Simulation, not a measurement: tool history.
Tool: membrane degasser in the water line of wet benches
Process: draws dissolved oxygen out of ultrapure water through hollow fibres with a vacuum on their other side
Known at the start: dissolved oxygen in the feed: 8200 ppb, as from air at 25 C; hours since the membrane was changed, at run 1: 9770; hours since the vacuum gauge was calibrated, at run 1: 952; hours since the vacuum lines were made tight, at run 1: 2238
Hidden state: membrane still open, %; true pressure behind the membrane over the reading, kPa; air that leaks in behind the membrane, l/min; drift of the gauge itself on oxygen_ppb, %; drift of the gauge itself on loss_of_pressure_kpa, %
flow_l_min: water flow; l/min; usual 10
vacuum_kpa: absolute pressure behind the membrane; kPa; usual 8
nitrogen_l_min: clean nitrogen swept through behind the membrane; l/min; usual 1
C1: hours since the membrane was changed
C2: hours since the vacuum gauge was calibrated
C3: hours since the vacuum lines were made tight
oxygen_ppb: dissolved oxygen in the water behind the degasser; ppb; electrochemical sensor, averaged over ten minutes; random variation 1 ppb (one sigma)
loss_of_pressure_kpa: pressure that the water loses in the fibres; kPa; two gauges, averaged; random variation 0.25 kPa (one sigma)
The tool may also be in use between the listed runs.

run 1 hour=0 | flow_l_min=10 vacuum_kpa=8 nitrogen_l_min=1 | C1=9770 C2=952 C3=2238 | oxygen_ppb=119.1 loss_of_pressure_kpa=72.49
run 2 hour=255 | flow_l_min=10 vacuum_kpa=8 nitrogen_l_min=1 | C1=10025 C2=1207 C3=2493 | oxygen_ppb=119.8 loss_of_pressure_kpa=72.57
run 3 hour=531.1 | flow_l_min=10 vacuum_kpa=8 nitrogen_l_min=1 | C1=10302 C2=1483 C3=2769 | oxygen_ppb=118.5 loss_of_pressure_kpa=72.77
run 4 hour=677.2 | flow_l_min=10 vacuum_kpa=8 nitrogen_l_min=1 | C1=10448 C2=1629 C3=2915 | oxygen_ppb=120.5 loss_of_pressure_kpa=72.15
run 5 hour=944.2 | flow_l_min=10 vacuum_kpa=8 nitrogen_l_min=1 | C1=10715 C2=1896 C3=3182 | oxygen_ppb=120.2 loss_of_pressure_kpa=72.28
run 6 hour=1158.2 | flow_l_min=10 vacuum_kpa=8 nitrogen_l_min=1 | C1=10929 C2=2110 C3=3396 | oxygen_ppb=122.1 loss_of_pressure_kpa=72.53
run 7 hour=1308.7 | flow_l_min=12 vacuum_kpa=8 nitrogen_l_min=1 | C1=11079 C2=2260 C3=3547 | oxygen_ppb=150.3 loss_of_pressure_kpa=87.14
run 8 hour=1556.3 | flow_l_min=12 vacuum_kpa=8 nitrogen_l_min=1 | C1=11327 C2=2508 C3=3794 | oxygen_ppb=151.3 loss_of_pressure_kpa=87.42
run 9 hour=1868.9 | flow_l_min=10 vacuum_kpa=8 nitrogen_l_min=1 | C1=11639 C2=2821 C3=4107 | oxygen_ppb=122.5 loss_of_pressure_kpa=73.43
run 10 hour=2108.8 | flow_l_min=10 vacuum_kpa=8 nitrogen_l_min=1 | C1=11879 C2=3060 C3=4347 | oxygen_ppb=122.9 loss_of_pressure_kpa=73.27

Forecast run 11:
run 11 hour=2387.3 | flow_l_min=10 vacuum_kpa=5.84 nitrogen_l_min=1 | C1=12158 C2=3339 C3=4625 | oxygen_ppb=? loss_of_pressure_kpa=?

Run 11 gave oxygen_ppb 72.2 ppb, loss_of_pressure_kpa 73.73 kPa.
Without the tool's hidden state the same run would have given oxygen_ppb 63.7 ppb, loss_of_pressure_kpa 68.74 kPa.

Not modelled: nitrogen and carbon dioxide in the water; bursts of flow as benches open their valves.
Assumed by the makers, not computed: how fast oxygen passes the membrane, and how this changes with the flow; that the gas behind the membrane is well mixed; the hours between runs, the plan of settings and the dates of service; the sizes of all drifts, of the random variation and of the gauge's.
